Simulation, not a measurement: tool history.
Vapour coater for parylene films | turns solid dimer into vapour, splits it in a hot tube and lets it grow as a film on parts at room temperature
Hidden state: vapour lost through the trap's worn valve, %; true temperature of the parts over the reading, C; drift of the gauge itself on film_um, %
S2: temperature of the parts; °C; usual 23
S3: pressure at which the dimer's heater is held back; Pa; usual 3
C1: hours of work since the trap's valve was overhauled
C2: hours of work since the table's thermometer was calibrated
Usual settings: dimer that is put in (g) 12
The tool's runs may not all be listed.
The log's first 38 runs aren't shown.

At hour 1473.1: trap's valve overhauled.
Run 39, hour 1484: usual settings but S2 33 °C, S3 7.49 Pa; C1 9; C2 1703. Result: thickness of the film (nm) 4980.
Run 40, hour 1519.7: usual settings but S2 17 °C, S3 9.62 Pa; C1 37; C2 1731. Result: thickness of the film (nm) 10250.
Run 41, hour 1556.6: usual settings but S2 30 °C, S3 8.71 Pa; C1 66; C2 1760. Result: thickness of the film (nm) 5590.
Run 42, hour 1610.1: usual settings but dimer that is put in (g) 16, S2 27 °C; C1 109; C2 1803. Result: thickness of the film (nm) 9580.
Run 43, hour 1657.3: usual settings but dimer that is put in (g) 16, S2 27 °C; C1 146; C2 1840. Result: thickness of the film (nm) 9490.
Run 44, hour 1691.6: usual settings but dimer that is put in (g) 6, S2 25 °C, S3 6.97 Pa; C1 173; C2 1867. Result: thickness of the film (nm) 3570.
Run 45, hour 1742.7: usual settings but S2 24 °C; C1 214; C2 1908. Result: thickness of the film (nm) 8190.
Run 46, hour 1795.7: usual settings but dimer that is put in (g) 17, S3 4.74 Pa; C1 256; C2 1950. Result: thickness of the film (nm) 11460.

Forecast each of these 4 alternatives for the next run:
Run A, hour 1820.8: usual settings but dimer that is put in (g) 14, S3 4.74 Pa; C1 276; C2 1970. Result: thickness of the film (nm) ?.
Run B, hour 1820.8: usual settings but dimer that is put in (g) 17, S2 20 °C, S3 4.74 Pa; C1 276; C2 1970. Result: thickness of the film (nm) ?.
Run C, hour 1820.8: usual settings but dimer that is put in (g) 8, S3 3.03 Pa; C1 276; C2 1970. Result: thickness of the film (nm) ?.
Run D, hour 1820.8: usual settings but dimer that is put in (g) 17, S2 30 °C; C1 276; C2 1970. Result: thickness of the film (nm) ?.

run  thickness of the film (nm)
  A                        9360
  B                       13210
  C                        5660
  D                        8620
Without the tool's hidden state the same runs would have given:
run  thickness of the film (nm)
  A                        9190
  B                       12970
  C                        5560
  D                        8470
